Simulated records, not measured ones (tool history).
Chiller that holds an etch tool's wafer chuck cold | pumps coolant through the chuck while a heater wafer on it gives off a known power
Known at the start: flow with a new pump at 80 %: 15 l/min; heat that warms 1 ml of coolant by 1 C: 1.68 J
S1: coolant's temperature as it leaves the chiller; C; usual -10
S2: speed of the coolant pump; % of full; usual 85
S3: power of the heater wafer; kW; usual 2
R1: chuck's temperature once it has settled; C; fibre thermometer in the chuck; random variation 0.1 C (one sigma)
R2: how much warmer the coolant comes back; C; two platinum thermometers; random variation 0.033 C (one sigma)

run	hour	S1	S2	S3	R1	R2
1	0	-10	85	2	6.1	4.58
2	89.3	-10	85	2	6.3	4.57
3	149.9	-10	85	2	6.4	4.54
4	213.1	-10	85	2	6.3	4.55
5	345.4	-10	85	2	6.4	4.49
6	411.2	-10	85	1.718	3.9	3.89
7	527.9	-10	85	2.6	11.5	5.97
8	617.7	-10	88	2.6	11	5.76
9	721.5	-10	88	2.6	10.9	5.73
10	795.6	-9	88	2.6	12	5.77
11	863.7	-9	88	2.6	12	5.77
12	994.2	-10	85	2.059	6.9	4.74
13	1093.7	-10	85	2	6.5	4.53
14	1156.8	-10	85	2	6.6	4.59
15	1247.6	-10	85	2	6.5	4.6
16	1375.2	-10	85	2	6.7	4.55
# hour 1463.4: coolant changed, channels flushed
17	1481.4	-10	85	2	4.9	4.58
18	1585.4	-10	68	2	7.1	5.71

Run 19 comes next. What will it give?
19	1714.1	-6	78	1.678	?	?

Run 19 gave R1 7.1 C, R2 4.22 C.
Without the tool's hidden state the same run would have given R1 7.1 C, R2 4.11 C.
